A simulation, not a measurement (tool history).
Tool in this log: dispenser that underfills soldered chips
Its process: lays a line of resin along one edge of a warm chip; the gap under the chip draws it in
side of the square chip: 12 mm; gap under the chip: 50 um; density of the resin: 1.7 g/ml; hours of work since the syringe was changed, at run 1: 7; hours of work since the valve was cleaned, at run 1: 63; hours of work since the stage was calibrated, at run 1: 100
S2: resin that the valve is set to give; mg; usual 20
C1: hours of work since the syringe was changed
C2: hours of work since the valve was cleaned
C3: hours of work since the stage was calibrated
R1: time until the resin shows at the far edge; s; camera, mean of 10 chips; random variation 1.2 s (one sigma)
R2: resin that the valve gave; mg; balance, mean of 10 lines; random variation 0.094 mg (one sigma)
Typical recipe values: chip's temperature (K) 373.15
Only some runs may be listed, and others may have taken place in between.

{"run": 1, "hour": 0.0, "chip's temperature (K)": 373.15, "S2": 20, "C1": 7, "C2": 63, "C3": 100, "R1": 163.4, "R2": 18.97}
{"hour": 7.0, "done": "new syringe of resin"}
{"run": 2, "hour": 7.0, "chip's temperature (K)": 373.15, "S2": 20, "C1": 0, "C2": 68, "C3": 104, "R1": 113.3, "R2": 18.89}
{"run": 3, "hour": 12.2, "chip's temperature (K)": 373.15, "S2": 20, "C1": 3, "C2": 71, "C3": 107, "R1": 136.5, "R2": 19.08}
{"run": 4, "hour": 20.9, "chip's temperature (K)": 373.15, "S2": 20, "C1": 9, "C2": 77, "C3": 113, "R1": 189.3, "R2": 18.81}
{"hour": 24.2, "done": "new syringe of resin"}
{"run": 5, "hour": 25.1, "chip's temperature (K)": 373.15, "S2": 25.5, "C1": 1, "C2": 80, "C3": 116, "R1": 112.3, "R2": 24.01}
{"run": 6, "hour": 33.5, "chip's temperature (K)": 373.15, "S2": 25.5, "C1": 6, "C2": 85, "C3": 122, "R1": 157.9, "R2": 23.82}
{"run": 7, "hour": 39.7, "chip's temperature (K)": 373.15, "S2": 25.5, "C1": 10, "C2": 89, "C3": 126, "R1": 196.7, "R2": 23.98}
{"hour": 41.4, "done": "new syringe of resin"}
{"run": 8, "hour": 47.2, "chip's temperature (K)": 373.15, "S2": 25.5, "C1": 4, "C2": 94, "C3": 131, "R1": 134.2, "R2": 23.38}
{"run": 9, "hour": 54.3, "chip's temperature (K)": 373.15, "S2": 20.6, "C1": 9, "C2": 99, "C3": 135, "R1": 180.8, "R2": 19.01}
{"hour": 56.7, "done": "dispensing valve cleaned and set on the balance"}
{"hour": 59.7, "done": "new syringe of resin"}
{"run": 10, "hour": 63.8, "chip's temperature (K)": 373.15, "S2": 20, "C1": 3, "C2": 5, "C3": 141, "R1": 132.6, "R2": 19.97}
{"run": 11, "hour": 72.5, "chip's temperature (K)": 373.15, "S2": 20, "C1": 9, "C2": 10, "C3": 147, "R1": 184, "R2": 19.79}
{"hour": 77.5, "done": "new syringe of resin"}
{"run": 12, "hour": 81.3, "chip's temperature (K)": 373.15, "S2": 20, "C1": 3, "C2": 16, "C3": 152, "R1": 127.5, "R2": 19.71}
{"run": 13, "hour": 85.9, "chip's temperature (K)": 373.15, "S2": 20, "C1": 6, "C2": 19, "C3": 155, "R1": 150.7, "R2": 19.65}
{"run": 14, "hour": 91.3, "chip's temperature (K)": 384.15, "S2": 20, "C1": 9, "C2": 23, "C3": 159, "R1": 115.8, "R2": 19.61}
{"hour": 94.8, "done": "new syringe of resin"}
{"run": 15, "hour": 99.4, "chip's temperature (K)": 373.15, "S2": 20, "C1": 3, "C2": 28, "C3": 164, "R1": 132.4, "R2": 19.41}
{"run": 16, "hour": 103.8, "chip's temperature (K)": 373.15, "S2": 20, "C1": 6, "C2": 31, "C3": 167, "R1": 158.3, "R2": 19.41}
{"run": 17, "hour": 108.7, "chip's temperature (K)": 373.15, "S2": 20, "C1": 9, "C2": 34, "C3": 171, "R1": 186.7, "R2": 19.32}
{"hour": 112.7, "done": "new syringe of resin"}
{"run": 18, "hour": 113.3, "chip's temperature (K)": 362.15, "S2": 20.3, "C1": 0, "C2": 37, "C3": 173, "R1": 190.1, "R2": 19.71}
{"run": 19, "hour": 120.5, "chip's temperature (K)": 375.15, "S2": 22.4, "C1": 5, "C2": 42, "C3": 178, "R1": 135.8, "R2": 21.85}
{"hour": 129.8, "done": "new syringe of resin"}
{"run": 20, "hour": 129.8, "chip's temperature (K)": 375.15, "S2": 21.2, "C1": 0, "C2": 48, "C3": 184, "R1": 99.8, "R2": 20.55}
{"run": 21, "hour": 133.8, "chip's temperature (K)": 379.15, "S2": 19.9, "C1": 3, "C2": 51, "C3": 187, "R1": 97.9, "R2": 19}
{"run": 22, "hour": 138.7, "chip's temperature (K)": 379.15, "S2": 19.9, "C1": 6, "C2": 54, "C3": 190, "R1": 117.3, "R2": 19.06}
{"hour": 147.1, "done": "new syringe of resin"}
{"run": 23, "hour": 147.8, "chip's temperature (K)": 379.15, "S2": 19.9, "C1": 0, "C2": 60, "C3": 196, "R1": 86.4, "R2": 18.92}
{"run": 24, "hour": 155.4, "chip's temperature (K)": 359.15, "S2": 17.6, "C1": 6, "C2": 65, "C3": 201, "R1": 300.2, "R2": 16.76}
{"run": 25, "hour": 163.6, "chip's temperature (K)": 373.15, "S2": 18, "C1": 11, "C2": 71, "C3": 207, "R1": 208.6, "R2": 16.92}
{"hour": 164.7, "done": "new syringe of resin"}
{"run": 26, "hour": 168.7, "chip's temperature (K)": 373.15, "S2": 22.1, "C1": 3, "C2": 74, "C3": 210, "R1": 130.5, "R2": 20.86}
{"run": 27, "hour": 172.5, "chip's temperature (K)": 365.15, "S2": 18.8, "C1": 5, "C2": 76, "C3": 213, "R1": 219.1, "R2": 17.85}
{"run": 28, "hour": 180.6, "chip's temperature (K)": 359.15, "S2": 19.8, "C1": 11, "C2": 82, "C3": 218, "R1": 394.3, "R2": 18.57}

Run 29 has not been measured yet. What should we expect?
{"hour": 182.0, "done": "new syringe of resin"}
{"run": 29, "hour": 186.9, "chip's temperature (K)": 368.15, "S2": 20, "C1": 3, "C2": 86, "C3": 222, "R1": "?", "R2": "?"}

R1: 164.8 s
R2: 18.68 mg
The same run, on a tool lacking any hidden state, would have yielded R1 138.6 s, R2 19.98 mg.
